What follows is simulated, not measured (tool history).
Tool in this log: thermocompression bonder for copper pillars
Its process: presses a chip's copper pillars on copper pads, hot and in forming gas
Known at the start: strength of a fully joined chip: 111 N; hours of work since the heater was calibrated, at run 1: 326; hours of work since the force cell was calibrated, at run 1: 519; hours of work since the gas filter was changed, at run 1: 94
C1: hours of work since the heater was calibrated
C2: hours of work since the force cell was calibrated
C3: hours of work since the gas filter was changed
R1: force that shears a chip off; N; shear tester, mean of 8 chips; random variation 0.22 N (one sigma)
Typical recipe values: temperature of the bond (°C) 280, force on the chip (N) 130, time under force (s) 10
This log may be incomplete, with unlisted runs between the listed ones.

{"run": 1, "day": 0.0, "temperature of the bond (°C)": 280, "force on the chip (N)": 130, "time under force (s)": 10, "C1": 326, "C2": 519, "C3": 94, "R1": 59.0}
{"run": 2, "day": 0.496, "temperature of the bond (°C)": 280, "force on the chip (N)": 130, "time under force (s)": 10, "C1": 335, "C2": 529, "C3": 103, "R1": 59.4}
{"run": 3, "day": 1.35, "temperature of the bond (°C)": 280, "force on the chip (N)": 130, "time under force (s)": 10, "C1": 351, "C2": 545, "C3": 119, "R1": 58.8}
{"run": 4, "day": 2.204, "temperature of the bond (°C)": 280, "force on the chip (N)": 130, "time under force (s)": 10, "C1": 367, "C2": 561, "C3": 135, "R1": 59.1}
{"run": 5, "day": 2.988, "temperature of the bond (°C)": 280, "force on the chip (N)": 130, "time under force (s)": 10, "C1": 382, "C2": 576, "C3": 150, "R1": 58.5}
{"run": 6, "day": 3.7, "temperature of the bond (°C)": 280, "force on the chip (N)": 130, "time under force (s)": 10, "C1": 395, "C2": 589, "C3": 163, "R1": 58.8}
{"run": 7, "day": 4.538, "temperature of the bond (°C)": 280, "force on the chip (N)": 130, "time under force (s)": 10, "C1": 411, "C2": 605, "C3": 179, "R1": 58.7}
{"run": 8, "day": 5.392, "temperature of the bond (°C)": 275, "force on the chip (N)": 130, "time under force (s)": 10, "C1": 427, "C2": 621, "C3": 195, "R1": 55.3}
{"run": 9, "day": 5.833, "temperature of the bond (°C)": 275, "force on the chip (N)": 82, "time under force (s)": 10, "C1": 435, "C2": 629, "C3": 203, "R1": 37.1}
{"run": 10, "day": 6.417, "temperature of the bond (°C)": 254, "force on the chip (N)": 97, "time under force (s)": 24, "C1": 446, "C2": 640, "C3": 214, "R1": 45.0}
{"run": 11, "day": 6.821, "temperature of the bond (°C)": 254, "force on the chip (N)": 97, "time under force (s)": 24, "C1": 454, "C2": 647, "C3": 222, "R1": 45.0}
{"run": 12, "day": 7.612, "temperature of the bond (°C)": 273, "force on the chip (N)": 83, "time under force (s)": 13, "C1": 469, "C2": 662, "C3": 236, "R1": 40.3}
{"run": 13, "day": 8.354, "temperature of the bond (°C)": 292, "force on the chip (N)": 82, "time under force (s)": 13, "C1": 483, "C2": 676, "C3": 250, "R1": 50.6}
{"run": 14, "day": 8.979, "temperature of the bond (°C)": 261, "force on the chip (N)": 92, "time under force (s)": 8, "C1": 494, "C2": 688, "C3": 262, "R1": 30.4}
{"run": 15, "day": 9.438, "temperature of the bond (°C)": 261, "force on the chip (N)": 92, "time under force (s)": 8, "C1": 503, "C2": 697, "C3": 271, "R1": 30.6}
{"run": 16, "day": 10.0, "temperature of the bond (°C)": 261, "force on the chip (N)": 92, "time under force (s)": 8, "C1": 513, "C2": 707, "C3": 281, "R1": 30.6}
{"run": 17, "day": 10.438, "temperature of the bond (°C)": 261, "force on the chip (N)": 92, "time under force (s)": 8, "C1": 522, "C2": 715, "C3": 289, "R1": 30.4}
{"run": 18, "day": 11.054, "temperature of the bond (°C)": 280, "force on the chip (N)": 130, "time under force (s)": 10, "C1": 533, "C2": 727, "C3": 301, "R1": 57.5}

How would selected steps in R1 from run to run divide? Give the signed amount a tool lacking its hidden state would still show from settings, what came in and random variation, and the signed amount left for the hidden state, including any gauge scatter that is not in both of the compared results.
The hidden state here: true temperature of the bond over the reading, C; force that reaches the chip, % of what is set; oxide that the forming gas leaves, % of the face; drift of the gauge itself on shear_n, %.
Run 17 -> 18: temperature of the bond (°C) 261 -> 280, force on the chip (N) 92 -> 130, time under force (s) 8 -> 10. R1 +27.1 N: hidden state -0.9, all else +28.0.
